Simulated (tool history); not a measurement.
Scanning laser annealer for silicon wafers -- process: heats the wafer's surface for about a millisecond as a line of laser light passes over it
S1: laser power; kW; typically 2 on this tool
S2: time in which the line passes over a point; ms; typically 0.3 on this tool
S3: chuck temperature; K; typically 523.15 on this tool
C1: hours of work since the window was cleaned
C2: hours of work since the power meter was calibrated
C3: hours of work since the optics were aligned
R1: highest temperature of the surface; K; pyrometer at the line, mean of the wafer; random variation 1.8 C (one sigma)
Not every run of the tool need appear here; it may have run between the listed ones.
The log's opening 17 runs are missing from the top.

Run 18, hour 150.6: usual settings but S2 0.319 ms; C1 254; C2 265; C3 364. Result: R1 1329.15 K.
Run 19, hour 159: usual settings but S2 0.319 ms; C1 260; C2 270; C3 369. Result: R1 1331.15 K.
Run 20, hour 166.1: usual settings but S2 0.319 ms; C1 264; C2 274; C3 373. Result: R1 1330.15 K.
Run 21, hour 171.4: usual settings but S2 0.319 ms; C1 267; C2 277; C3 377. Result: R1 1329.15 K.
Run 22, hour 176.6: usual settings but S1 1.814 kW, S2 0.259 ms, S3 560.15 K; C1 270; C2 281; C3 380. Result: R1 1213.15 K.
Run 23, hour 185.8: usual settings but S2 0.245 ms, S3 518.15 K; C1 276; C2 286; C3 386. Result: R1 1237.15 K.
Run 24, hour 193.3: usual settings but S2 0.245 ms, S3 518.15 K; C1 281; C2 291; C3 390. Result: R1 1236.15 K.
Run 25, hour 203.3: usual settings but S3 492.15 K; C1 287; C2 297; C3 396. Result: R1 1279.15 K.
Run 26, hour 209.5: usual settings but S3 521.15 K; C1 291; C2 301; C3 400. Result: R1 1307.15 K.
Run 27, hour 219.3: usual settings but S3 521.15 K; C1 297; C2 307; C3 406. Result: R1 1305.15 K.
Run 28, hour 224.8: usual settings but S3 521.15 K; C1 300; C2 310; C3 410. Result: R1 1308.15 K.
Run 29, hour 231.4: usual settings but S1 2.158 kW, S3 538.15 K; C1 304; C2 314; C3 414. Result: R1 1397.15 K.
Run 30, hour 236.2: usual settings but S3 518.15 K; C1 307; C2 317; C3 417. Result: R1 1304.15 K.
Run 31, hour 245: usual settings but S3 518.15 K; C1 313; C2 323; C3 422. Result: R1 1303.15 K.
Run 32, hour 256.5: usual settings but S3 518.15 K; C1 320; C2 330; C3 429. Result: R1 1302.15 K.
Run 33, hour 263.9: usual settings but S3 518.15 K; C1 324; C2 334; C3 434. Result: R1 1303.15 K.
Run 34, hour 274.4: usual settings but S3 518.15 K; C1 331; C2 341; C3 440. Result: R1 1304.15 K.
Run 35, hour 280.4: usual settings but S1 1.857 kW, S3 557.15 K; C1 334; C2 345; C3 444. Result: R1 1271.15 K.
At hour 286.6: window over the wafer cleaned.
Run 36, hour 289: usual settings but S1 1.777 kW, S2 0.257 ms, S3 556.15 K; C1 1; C2 349; C3 448. Result: R1 1191.15 K.
Run 37, hour 299.2: usual settings but S1 1.777 kW, S2 0.319 ms, S3 488.15 K; C1 8; C2 355; C3 454. Result: R1 1184.15 K.
Run 38, hour 310.1: usual settings but S1 2.123 kW, S2 0.284 ms, S3 529.15 K; C1 14; C2 362; C3 461. Result: R1 1353.15 K.
Run 39, hour 318: usual settings but S1 1.842 kW, S2 0.363 ms; C1 19; C2 367; C3 466. Result: R1 1295.15 K.
Run 40, hour 327.7: usual settings but S1 1.882 kW, S2 0.363 ms; C1 25; C2 373; C3 472. Result: R1 1313.15 K.
Run 41, hour 337.7: usual settings but S1 1.882 kW, S2 0.363 ms; C1 32; C2 379; C3 478. Result: R1 1318.15 K.
Run 42, hour 348: usual settings but S1 2.172 kW, S2 0.297 ms; C1 38; C2 385; C3 484. Result: R1 1389.15 K.

Alternative continuations, all from the tool just after run 42; predict every row:
Run A, hour 357.9: usual settings but S1 1.862 kW, S2 0.333 ms, S3 530.15 K; C1 44; C2 391; C3 490. Result: R1 ?.
Run B, hour 357.9: usual settings but S1 1.942 kW, S2 0.372 ms; C1 44; C2 391; C3 490. Result: R1 ?.
Run C, hour 357.9: usual settings but S1 1.97 kW, S2 0.261 ms, S3 494.15 K; C1 44; C2 391; C3 490. Result: R1 ?.

run       R1
  A  1281.15
  B  1357.15
  C  1218.15
The same runs, with their run-to-run variation unchanged, on a tool lacking any hidden condition would have given:
run       R1
  A  1282.15
  B  1357.15
  C  1218.15
